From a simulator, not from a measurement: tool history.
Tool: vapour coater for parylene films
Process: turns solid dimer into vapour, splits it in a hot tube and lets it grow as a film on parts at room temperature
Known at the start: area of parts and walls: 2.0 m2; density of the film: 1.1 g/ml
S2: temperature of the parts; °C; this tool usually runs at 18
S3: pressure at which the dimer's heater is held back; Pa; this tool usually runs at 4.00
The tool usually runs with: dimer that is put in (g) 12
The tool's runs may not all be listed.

Run 1, hour 0.0: usual settings. Result: thickness of the film (µm) 3.39.
Run 2, hour 44.2: usual settings. Result: thickness of the film (µm) 3.39.
At hour 67.6: trap's valve overhauled.
Run 3, hour 86.2: usual settings. Result: thickness of the film (µm) 3.67.
Run 4, hour 159.9: usual settings. Result: thickness of the film (µm) 3.64.
Run 5, hour 226.4: usual settings. Result: thickness of the film (µm) 3.60.
Run 6, hour 280.0: usual settings. Result: thickness of the film (µm) 3.62.
Run 7, hour 351.1: usual settings but dimer that is put in (g) 19. Result: thickness of the film (µm) 5.69.
Run 8, hour 422.2: usual settings but dimer that is put in (g) 19, S2 24 °C, S3 7.16 Pa. Result: thickness of the film (µm) 4.09.
Run 9, hour 492.9: usual settings but dimer that is put in (g) 19, S2 24 °C, S3 7.16 Pa. Result: thickness of the film (µm) 4.04.
Run 10, hour 570.1: usual settings but dimer that is put in (g) 10, S2 27 °C, S3 6.02 Pa. Result: thickness of the film (µm) 1.88.
Run 11, hour 608.7: usual settings but dimer that is put in (g) 10, S2 27 °C, S3 6.02 Pa. Result: thickness of the film (µm) 1.89.

Hidden state or all else? Some run-to-run changes of thickness of the film (µm), split into what the settings, what came in and random variation would give without the hidden state, and what is left for the hidden state (with any gauge scatter that isn't in both results):
Hidden conditions of the tool in this case: vapour lost through the trap's worn valve, %; true temperature of the parts over the reading, C; drift of the gauge itself on film_um, %.
Run 2 -> 3: trap's valve overhauled. thickness of the film (µm) +0.28: hidden state +0.28, all else +0.00.
Run 9 -> 10: dimer that is put in (g) 19 -> 10, S2 24 -> 27, S3 7.16 -> 6.02. thickness of the film (µm) -2.16: hidden state +0.06, all else -2.22.
